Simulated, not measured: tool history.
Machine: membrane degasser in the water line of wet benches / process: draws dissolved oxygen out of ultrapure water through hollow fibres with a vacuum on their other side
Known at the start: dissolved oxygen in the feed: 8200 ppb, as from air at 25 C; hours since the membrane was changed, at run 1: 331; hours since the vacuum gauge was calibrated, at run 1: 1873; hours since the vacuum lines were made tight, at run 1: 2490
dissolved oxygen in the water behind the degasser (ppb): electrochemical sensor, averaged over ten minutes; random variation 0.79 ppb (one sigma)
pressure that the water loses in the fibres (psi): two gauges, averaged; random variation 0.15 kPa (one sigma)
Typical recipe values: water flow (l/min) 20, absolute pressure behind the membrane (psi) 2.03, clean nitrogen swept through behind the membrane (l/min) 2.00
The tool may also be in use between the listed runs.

run,hour,water flow (l/min),absolute pressure behind the membrane (psi),clean nitrogen swept through behind the membrane (l/min),hours since the membrane was changed,hours since the vacuum gauge was calibrated,hours since the vacuum lines were made tight,dissolved oxygen in the water behind the degasser (ppb),pressure that the water loses in the fibres (psi)
1,0.0,20,2.03,2.00,331,1873,2490,256.7,4.392
2,159.7,20,2.03,2.00,491,2033,2650,256.6,4.355
3,361.8,20,2.03,2.00,693,2235,2852,256.1,4.376
4,454.8,20,2.03,2.00,786,2328,2945,257.6,4.342
5,587.0,20,2.03,2.00,918,2460,3077,256.2,4.345
6,811.0,20,2.03,2.00,1142,2684,3301,256.7,4.353
7,933.1,18,2.03,2.00,1264,2807,3423,230.3,3.880
8,1100.7,18,2.03,2.00,1432,2974,3591,230.4,3.896
9,1201.1,18,2.03,2.00,1532,3075,3691,231.5,3.925
10,1336.6,18,2.03,2.00,1668,3210,3827,231.0,3.890
11,1476.1,18,2.03,2.00,1807,3350,3966,231.3,3.891
12,1672.2,18,2.03,2.00,2003,3546,4163,232.1,3.917
13,1853.7,18,2.03,2.00,2185,3727,4344,230.9,3.883
14,2020.0,18,2.03,2.00,2351,3893,4510,231.1,3.865
15,2156.8,20,2.03,2.00,2488,4030,4647,256.7,4.351
16,2326.4,20,2.03,2.00,2658,4200,4817,255.1,4.293
17,2452.4,26,2.03,2.00,2784,4326,4943,335.2,5.603
18,2646.0,16,3.61,3.23,2977,4519,5136,258.6,3.442
19,2856.8,19,2.03,2.00,3188,4730,5347,244.5,4.089
20,3015.3,20,2.03,2.56,3347,4889,5506,207.0,4.293
21,3184.7,20,2.03,2.56,3516,5058,5675,206.6,4.283
22,3395.3,31,1.42,4.42,3727,5269,5886,146.8,6.641
23,3544.0,23,4.26,2.00,3875,5417,6034,670.1,4.930
24,3647.7,23,2.52,2.00,3979,5521,6138,382.1,4.908
25,3821.0,18,1.89,2.74,4152,5694,6311,158.6,3.877
26,4038.8,25,1.89,2.74,4370,5912,6529,226.9,5.358
27,4194.8,19,2.03,1.93,4526,6068,6685,252.2,4.060
28,4398.6,20,3.28,2.00,4730,6272,6889,442.9,4.266
29,4525.0,14,2.03,5.19,4856,6398,7015,73.8,3.014
30,4750.6,28,3.76,2.00,5082,6624,7241,701.2,6.006
31,4884.6,14,3.76,3.30,5216,6758,7375,233.0,2.978
32,5018.1,18,1.38,2.67,5349,6892,7508,107.1,3.826

Branching from run 32: 3 alternative next runs. What would each branch give?
# hour 5102.0: gauge calibrated
A,5229.1,18,1.38,1.67,5560,7103,7719,?,?
# hour 5102.0: gauge calibrated
B,5229.1,20,1.46,2.16,5560,7103,7719,?,?
# hour 5102.0: gauge calibrated
C,5229.1,28,1.49,2.96,5560,7103,7719,?,?

run,dissolved oxygen in the water behind the degasser (ppb),pressure that the water loses in the fibres (psi)
A,164.1,3.935
B,158.5,4.328
C,183.8,6.058
The same runs, with their run-to-run variation unchanged, on a tool lacking any hidden condition would have given:
run,dissolved oxygen in the water behind the degasser (ppb),pressure that the water loses in the fibres (psi)
A,164.0,3.936
B,158.4,4.329
C,183.7,6.060
